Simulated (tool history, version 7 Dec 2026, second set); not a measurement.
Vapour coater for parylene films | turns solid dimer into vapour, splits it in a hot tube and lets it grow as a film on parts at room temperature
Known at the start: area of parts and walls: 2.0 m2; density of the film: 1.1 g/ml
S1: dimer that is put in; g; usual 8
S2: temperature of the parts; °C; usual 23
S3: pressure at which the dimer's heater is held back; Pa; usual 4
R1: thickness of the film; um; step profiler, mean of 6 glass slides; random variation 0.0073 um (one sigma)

run 1 hour=0.0 | S1=8 S2=23 S3=4 | R1=1.765
run 2 hour=32.3 | S1=8 S2=23 S3=4 | R1=1.758
run 3 hour=62.9 | S1=8 S2=23 S3=4 | R1=1.751
run 4 hour=83.2 | S1=8 S2=23 S3=4 | R1=1.740
run 5 hour=117.3 | S1=8 S2=23 S3=4 | R1=1.729
run 6 hour=152.7 | S1=8 S2=23 S3=4 | R1=1.732
run 7 hour=178.3 | S1=8 S2=23 S3=4 | R1=1.712
run 8 hour=209.6 | S1=8 S2=23 S3=4 | R1=1.724
run 9 hour=243.9 | S1=8 S2=23 S3=4 | R1=1.703
run 10 hour=264.9 | S1=8 S2=23 S3=4 | R1=1.708
run 11 hour=287.6 | S1=8 S2=30 S3=4 | R1=1.417
-- hour=297.0 trap's valve overhauled
run 12 hour=313.5 | S1=8 S2=30 S3=4 | R1=1.549
run 13 hour=348.3 | S1=8 S2=30 S3=4 | R1=1.548
run 14 hour=390.3 | S1=8 S2=30 S3=4 | R1=1.542
run 15 hour=428.6 | S1=8 S2=30 S3=4 | R1=1.529
run 16 hour=461.9 | S1=8 S2=30 S3=4 | R1=1.528
-- hour=465.2 table's thermometer calibrated
run 17 hour=498.3 | S1=8 S2=30 S3=4 | R1=1.526
run 18 hour=537.5 | S1=8 S2=30 S3=4 | R1=1.508
run 19 hour=578.1 | S1=8 S2=30 S3=4 | R1=1.499
run 20 hour=603.0 | S1=10 S2=30 S3=4 | R1=1.868
run 21 hour=639.0 | S1=8 S2=23 S3=4 | R1=1.776
-- hour=671.4 table's thermometer calibrated, once more
run 22 hour=671.4 | S1=8 S2=23 S3=4 | R1=1.750
run 23 hour=705.6 | S1=8 S2=17 S3=4 | R1=2.021
run 24 hour=731.8 | S1=8 S2=17 S3=4 | R1=2.023
run 25 hour=768.4 | S1=8 S2=17 S3=4 | R1=2.001
run 26 hour=787.2 | S1=8 S2=17 S3=4 | R1=2.006
run 27 hour=817.2 | S1=8 S2=17 S3=4 | R1=1.980
run 28 hour=855.7 | S1=8 S2=17 S3=4 | R1=1.994

The next listed run, before its measurement:
run 29 hour=883.0 | S1=11 S2=26 S3=4 | R1=?

Run 29 gave R1 2.172 um.
Without the tool's hidden state the same run would have given R1 2.356 um.

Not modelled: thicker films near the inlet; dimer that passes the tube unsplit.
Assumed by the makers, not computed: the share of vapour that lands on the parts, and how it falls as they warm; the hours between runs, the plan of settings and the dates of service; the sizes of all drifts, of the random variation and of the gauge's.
